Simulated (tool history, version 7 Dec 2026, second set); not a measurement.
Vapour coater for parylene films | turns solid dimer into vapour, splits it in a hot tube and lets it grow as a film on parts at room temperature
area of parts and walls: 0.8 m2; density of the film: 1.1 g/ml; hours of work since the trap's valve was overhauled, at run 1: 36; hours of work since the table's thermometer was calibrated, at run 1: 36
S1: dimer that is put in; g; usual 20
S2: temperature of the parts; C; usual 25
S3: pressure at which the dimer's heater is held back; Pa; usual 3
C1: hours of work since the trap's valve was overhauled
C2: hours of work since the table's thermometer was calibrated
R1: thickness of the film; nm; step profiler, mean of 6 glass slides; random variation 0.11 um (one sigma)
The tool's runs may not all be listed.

run 1 day=0 | S1=20 S2=25 S3=3 | C1=36 C2=36 | R1=13550
run 2 day=2.746 | S1=20 S2=25 S3=3 | C1=85 C2=85 | R1=13300
run 3 day=5.562 | S1=20 S2=25 S3=3 | C1=136 C2=136 | R1=13070
run 4 day=7.621 | S1=20 S2=25 S3=3 | C1=173 C2=173 | R1=12840
run 5 day=9.533 | S1=20 S2=25 S3=3 | C1=207 C2=207 | R1=12560
run 6 day=11.929 | S1=20 S2=25 S3=3 | C1=250 C2=250 | R1=12770
run 7 day=13.988 | S1=33 S2=25 S3=3 | C1=287 C2=287 | R1=20190
run 8 day=15.817 | S1=33 S2=33 S3=3 | C1=320 C2=320 | R1=14170
run 9 day=18.367 | S1=33 S2=33 S3=3 | C1=366 C2=366 | R1=13880
run 10 day=19.7 | S1=20 S2=25 S3=3 | C1=390 C2=390 | R1=11790
-- day=20.833 trap's valve overhauled
run 11 day=21.129 | S1=20 S2=25 S3=3 | C1=5 C2=412 | R1=10580
run 12 day=23.133 | S1=20 S2=25 S3=3 | C1=41 C2=448 | R1=10430
run 13 day=24.754 | S1=21 S2=25 S3=3 | C1=70 C2=478 | R1=10800
run 14 day=26.262 | S1=21 S2=25 S3=3 | C1=98 C2=505 | R1=10710
run 15 day=28.875 | S1=20 S2=25 S3=3 | C1=145 C2=552 | R1=10010
run 16 day=31.562 | S1=20 S2=25 S3=3 | C1=193 C2=600 | R1=9740
run 17 day=34.258 | S1=20 S2=25 S3=3 | C1=241 C2=648 | R1=9570
run 18 day=35.879 | S1=19 S2=25 S3=3 | C1=270 C2=678 | R1=8790
-- day=36.5 trap's valve overhauled, once more
run 19 day=38.046 | S1=19 S2=25 S3=3 | C1=28 C2=713 | R1=12730
run 20 day=40.933 | S1=20 S2=20 S3=3 | C1=80 C2=765 | R1=16720
run 21 day=42.204 | S1=20 S2=20 S3=3 | C1=103 C2=788 | R1=16540
run 22 day=45.275 | S1=20 S2=25 S3=3 | C1=158 C2=843 | R1=13080
run 23 day=46.629 | S1=20 S2=25 S3=3 | C1=182 C2=868 | R1=13160
run 24 day=49.383 | S1=9 S2=20 S3=11.49 | C1=232 C2=917 | R1=6730
run 25 day=52.1 | S1=8 S2=27 S3=5.68 | C1=280 C2=966 | R1=4460
-- day=52.846 table's thermometer calibrated
run 26 day=53.429 | S1=8 S2=29 S3=2.94 | C1=303 C2=10 | R1=4080
run 27 day=55.833 | S1=22 S2=29 S3=2.94 | C1=347 C2=54 | R1=11100
run 28 day=58.267 | S1=22 S2=29 S3=2.94 | C1=390 C2=97 | R1=10820
-- day=59.317 trap's valve overhauled
run 29 day=60.146 | S1=22 S2=29 S3=2.94 | C1=15 C2=128 | R1=12500
run 30 day=63.088 | S1=22 S2=29 S3=2.94 | C1=68 C2=181 | R1=12280
run 31 day=64.471 | S1=22 S2=29 S3=2.94 | C1=93 C2=206 | R1=12200
run 32 day=67.129 | S1=22 S2=29 S3=3.2 | C1=140 C2=254 | R1=11990
run 33 day=69.358 | S1=29 S2=20 S3=3.18 | C1=180 C2=294 | R1=23220
run 34 day=71.304 | S1=29 S2=31 S3=6.72 | C1=215 C2=329 | R1=13710
run 35 day=73.712 | S1=29 S2=31 S3=6.72 | C1=259 C2=372 | R1=13350
run 36 day=75.4 | S1=10 S2=25 S3=4.51 | C1=289 C2=402 | R1=6170
run 37 day=77.025 | S1=22 S2=25 S3=6.73 | C1=318 C2=432 | R1=12810
run 38 day=79.658 | S1=22 S2=25 S3=6.73 | C1=366 C2=479 | R1=12660
run 39 day=81.333 | S1=19 S2=19 S3=2.84 | C1=396 C2=509 | R1=14540
-- day=82.162 trap's valve overhauled
run 40 day=84.55 | S1=9 S2=25 S3=10.55 | C1=43 C2=564 | R1=5790
run 41 day=86.467 | S1=9 S2=25 S3=10.55 | C1=77 C2=598 | R1=5670
run 42 day=88.133 | S1=9 S2=25 S3=10.55 | C1=107 C2=628 | R1=5640
run 43 day=90.9 | S1=12 S2=25 S3=3 | C1=157 C2=678 | R1=7870
run 44 day=92.829 | S1=31 S2=22 S3=4.21 | C1=192 C2=713 | R1=22520
run 45 day=94.371 | S1=35 S2=21 S3=3.47 | C1=219 C2=740 | R1=26650

Forecast each of these 5 alternatives for the next run:
run A day=97.283 | S1=20 S2=33 S3=3 | C1=272 C2=793 | R1=?
run B day=97.283 | S1=20 S2=18 S3=3 | C1=272 C2=793 | R1=?
run C day=97.283 | S1=22 S2=27 S3=3.47 | C1=272 C2=793 | R1=?
run D day=97.283 | S1=19 S2=21 S3=10.32 | C1=272 C2=793 | R1=?
run E day=97.283 | S1=35 S2=25 S3=3.47 | C1=272 C2=793 | R1=?

run=A R1=8930
run=B R1=17050
run=C R1=12550
run=D R1=13230
run=E R1=22230
Without the tool's hidden state the same runs would have given:
run=A R1=9650
run=B R1=18420
run=C R1=13560
run=D R1=14300
run=E R1=24020

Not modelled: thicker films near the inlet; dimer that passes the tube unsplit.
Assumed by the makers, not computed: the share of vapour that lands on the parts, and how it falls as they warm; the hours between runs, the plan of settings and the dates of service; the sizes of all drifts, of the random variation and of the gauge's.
